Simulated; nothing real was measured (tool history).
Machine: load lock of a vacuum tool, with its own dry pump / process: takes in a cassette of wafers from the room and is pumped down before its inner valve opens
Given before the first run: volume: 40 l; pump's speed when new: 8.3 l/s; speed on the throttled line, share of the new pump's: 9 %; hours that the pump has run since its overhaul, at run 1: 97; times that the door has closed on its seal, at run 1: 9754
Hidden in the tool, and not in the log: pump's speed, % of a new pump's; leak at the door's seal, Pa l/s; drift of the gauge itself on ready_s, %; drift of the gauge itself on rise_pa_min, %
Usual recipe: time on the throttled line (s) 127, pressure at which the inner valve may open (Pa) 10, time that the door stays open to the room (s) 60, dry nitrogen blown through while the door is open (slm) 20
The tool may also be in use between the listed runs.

run    hour  time on the throttled line (s)  pressure at which the inner valve may open (Pa)  time that the door stays open to the room (s)  dry nitrogen blown through while the door is open (slm)  hours that the pump has run since its overhaul  times that the door has closed on its seal  incoming humidity of the room's air, %  time from the closed door until the inner valve may open (s)  rise of the pressure with all valves shut (Pa/min)
  1       0                             127                                               10                                             60                                                       20                                              97                                        9754                                    43.5                                                           161                                               0.157
  2    89.6                             127                                               10                                             60                                                       20                                             187                                       10187                                    45.8                                                         157.7                                               0.168
  3   178.9                             127                                               10                                             60                                                       20                                             276                                       10619                                    44.1                                                           162                                               0.165
  4   267.8                             127                                               10                                             60                                                       20                                             365                                       11049                                    46.1                                                         159.4                                               0.183
  5   392.6                             127                                               10                                             60                                                       23                                             490                                       11652                                    50.5                                                         161.2                                               0.197
  6   488.2                             127                                               10                                             60                                                       23                                             586                                       12114                                    43.1                                                         160.1                                               0.188
  7   557.5                             127                                               10                                             60                                                       20                                             655                                       12449                                    44.1                                                         160.7                                               0.212
  8   675.6                             127                                               10                                             60                                                       20                                             773                                       13020                                    43.8                                                         159.3                                               0.209
  9   779.7                             127                                               10                                             60                                                       20                                             877                                       13524                                      45                                                         159.9                                               0.225
 10   870.4                             127                                               10                                            169                                                       20                                             968                                       13962                                      48                                                         159.4                                               0.261
 11     981                             127                                               10                                            169                                                       20                                            1078                                       14497                                      46                                                         162.7                                               0.271
 12  1038.2                             127                                               10                                             60                                                       20                                            1136                                       14773                                    45.9                                                         159.9                                               0.256
 13  1156.4                             127                                               10                                             60                                                       20                                            1254                                       15345                                    46.6                                                           162                                                0.27
 14  1239.6                             127                                               10                                             60                                                       20                                            1337                                       15747                                    46.1                                                         161.3                                               0.278
 15  1357.7                              99                                               10                                             60                                                       20                                            1455                                       16318                                    45.4                                                         136.2                                               0.289
 16  1463.6                              99                                               10                                             60                                                       20                                            1561                                       16830                                    45.2                                                         135.1                                               0.289
 17  1518.8                             158                                               10                                             60                                                       13                                            1616                                       17097                                    44.3                                                         187.6                                               0.312
 18    1615                              67                                               10                                             66                                                       20                                            1712                                       17562                                    47.4                                                         106.7                                               0.326
 19  1714.4                             127                                               18                                             60                                                       20                                            1812                                       18042                                    41.8                                                         156.9                                               0.327
 20  1840.6                             127                                               18                                             60                                                       20                                            1938                                       18652                                    44.7                                                         158.6                                               0.343
 21  1899.3                             136                                               10                                             60                                                        6                                            1997                                       18936                                    46.6                                                         168.2                                                0.37
 22    1968                             116                                               10                                             74                                                       20                                            2065                                       19269                                      46                                                           150                                               0.366
 23  2071.5                             153                                               10                                             60                                                       10                                            2169                                       19769                                    45.6                                                         184.9                                               0.387
 24  2152.6                             153                                               17                                            219                                                       10                                            2250                                       20161                                    43.2                                                         179.5                                               0.436
 25  2233.2                              66                                                9                                            159                                                       35                                            2331                                       20551                                    45.5                                                         106.9                                               0.405
 26  2337.9                              66                                                9                                            159                                                       35                                            2435                                       21057                                      44                                                         106.3                                               0.417
 27  2424.9                              66                                                9                                            159                                                       35                                            2522                                       21478                                    46.6                                                         106.5                                               0.436
 28  2515.6                             127                                                9                                             60                                                       20                                            2613                                       21916                                    41.9                                                         161.7                                               0.429
 29    2586                              65                                               10                                             60                                                        7                                            2683                                       22256                                    46.4                                                         104.6                                               0.468
 30  2690.6                             127                                               10                                             75                                                       20                                            2788                                       22762                                    45.1                                                         160.7                                               0.464
 31  2785.5                             150                                               12                                            132                                                        9                                            2883                                       23221                                      45                                                         179.3                                               0.503
 32  2858.5                             150                                               12                                            132                                                        9                                            2956                                       23574                                    46.6                                                         182.1                                               0.524

Results for each run, recomputed without the tool's hidden state and with each run's random variation untouched:
run  rise of the pressure with all valves shut (Pa/min)
  1                                               0.038
  2                                               0.041
  3                                               0.033
  4                                                0.04
  5                                               0.044
  6                                               0.032
  7                                               0.043
  8                                               0.031
  9                                               0.039
 10                                               0.064
 11                                               0.061
 12                                               0.041
 13                                               0.041
 14                                                0.04
 15                                                0.04
 16                                               0.031
 17                                               0.043
 18                                                0.05
 19                                               0.034
 20                                               0.038
 21                                               0.058
 22                                               0.043
 23                                               0.049
 24                                               0.083
 25                                               0.049
 26                                               0.042
 27                                               0.047
 28                                               0.033
 29                                               0.055
 30                                               0.046
 31                                               0.073
 32                                               0.075
For time from the closed door until the inner valve may open (s), the value without the hidden state is never more than 0.9 from the measured value.
